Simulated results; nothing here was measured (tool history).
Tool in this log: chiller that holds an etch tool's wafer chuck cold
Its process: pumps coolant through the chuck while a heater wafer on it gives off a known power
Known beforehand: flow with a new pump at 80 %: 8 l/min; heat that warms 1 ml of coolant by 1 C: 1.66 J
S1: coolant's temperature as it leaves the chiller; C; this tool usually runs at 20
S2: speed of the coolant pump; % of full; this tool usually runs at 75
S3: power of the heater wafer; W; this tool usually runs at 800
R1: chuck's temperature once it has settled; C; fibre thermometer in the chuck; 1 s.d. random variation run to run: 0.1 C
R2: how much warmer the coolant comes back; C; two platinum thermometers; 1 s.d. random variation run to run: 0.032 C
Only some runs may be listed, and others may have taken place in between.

Run 1, day 0.000: usual settings. Result: R1 27.2 C, R2 4.01 C.
Run 2, day 1.167: usual settings. Result: R1 27.2 C, R2 3.98 C.
Run 3, day 3.438: usual settings. Result: R1 27.1 C, R2 4.00 C.
Run 4, day 4.775: usual settings. Result: R1 27.1 C, R2 4.03 C.
Run 5, day 7.338: usual settings. Result: R1 27.1 C, R2 4.02 C.
Run 6, day 9.658: usual settings but S3 906 W. Result: R1 28.1 C, R2 4.60 C.
Run 7, day 10.929: usual settings. Result: R1 27.3 C, R2 4.05 C.
Run 8, day 13.096: usual settings. Result: R1 27.1 C, R2 4.07 C.
Run 9, day 14.517: usual settings. Result: R1 27.3 C, R2 3.98 C.
Run 10, day 15.917: usual settings. Result: R1 27.2 C, R2 4.04 C.
Run 11, day 18.742: usual settings. Result: R1 27.3 C, R2 4.05 C.
At day 18.912: chiller's thermometer calibrated.
Run 12, day 20.225: usual settings. Result: R1 27.1 C, R2 4.06 C.
Run 13, day 22.696: usual settings. Result: R1 27.3 C, R2 4.01 C.
Run 14, day 25.033: usual settings. Result: R1 27.1 C, R2 4.06 C.
Run 15, day 26.983: usual settings. Result: R1 27.4 C, R2 4.11 C.
Run 16, day 28.158: usual settings. Result: R1 27.0 C, R2 4.13 C.
At day 30.033: coolant changed, channels flushed.
Run 17, day 30.517: usual settings. Result: R1 26.1 C, R2 4.06 C.
Run 18, day 31.842: usual settings but S3 630 W. Result: R1 24.7 C, R2 3.28 C.
Run 19, day 34.688: usual settings but S1 23 C, S2 74 % of full, S3 443 W. Result: R1 26.2 C, R2 2.35 C.
At day 35.204: chiller's thermometer calibrated, once more.
Run 20, day 37.338: usual settings but S1 21 C, S2 64 % of full. Result: R1 28.6 C, R2 4.84 C.
Run 21, day 38.921: usual settings but S1 14 C, S2 64 % of full, S3 754 W. Result: R1 21.3 C, R2 4.55 C.
Run 22, day 41.212: usual settings but S1 18 C, S2 64 % of full, S3 719 W. Result: R1 24.8 C, R2 4.26 C.
Run 23, day 42.804: usual settings but S3 1187 W. Result: R1 29.7 C, R2 6.10 C.
Run 24, day 43.996: usual settings but S1 11 C, S2 92 % of full. Result: R1 16.5 C, R2 3.28 C.
Run 25, day 45.321: usual settings but S1 11 C, S2 92 % of full. Result: R1 16.3 C, R2 3.32 C.
Run 26, day 47.383: usual settings but S1 11 C, S2 92 % of full. Result: R1 16.4 C, R2 3.35 C.
Run 27, day 48.658: usual settings but S1 12 C, S2 61 % of full. Result: R1 20.0 C, R2 5.12 C.
Run 28, day 50.112: usual settings but S2 60 % of full, S3 923 W. Result: R1 29.3 C, R2 6.01 C.
Run 29, day 51.354: usual settings but S2 60 % of full, S3 923 W. Result: R1 29.6 C, R2 5.99 C.
Run 30, day 52.850: usual settings but S2 60 % of full, S3 923 W. Result: R1 29.5 C, R2 6.04 C.
Run 31, day 54.079: usual settings but S2 60 % of full, S3 923 W. Result: R1 29.4 C, R2 6.06 C.

Below, some changes in R1 between adjacent runs. For each, the amount present without the hidden state too (settings, incoming material, random variation) and the amount remaining for the hidden state with gauge scatter not shared by both compared results:
Unlogged tool condition in this case: heat passed by the chuck's channels, % of clean ones'; flow at a given pump speed, % of a new pump's; coolant's true temperature over the reading, C; drift of the gauge itself on chuck_c, C; drift of the gauge itself on warmer_back_c, C.
Run 5 -> 6: S3 800 -> 906. R1 +1.0 C: hidden state +0.2, all else +0.8.
Run 16 -> 17: coolant changed, channels flushed. R1 -0.9 C: hidden state -1.1, all else +0.2.
Run 19 -> 20: S1 23 -> 21, S2 74 -> 64, S3 443 -> 800, chiller's thermometer calibrated, once more. R1 +2.4 C: hidden state +0.5, all else +1.9.
Run 20 -> 21: S1 21 -> 14, S3 800 -> 754. R1 -7.3 C: hidden state +0.0, all else -7.3.
Run 23 -> 24: S1 20 -> 11, S2 75 -> 92, S3 1187 -> 800. R1 -13.2 C: hidden state -0.2, all else -13.0.
Run 27 -> 28: S1 12 -> 20, S2 61 -> 60, S3 800 -> 923. R1 +9.3 C: hidden state +0.1, all else +9.2.
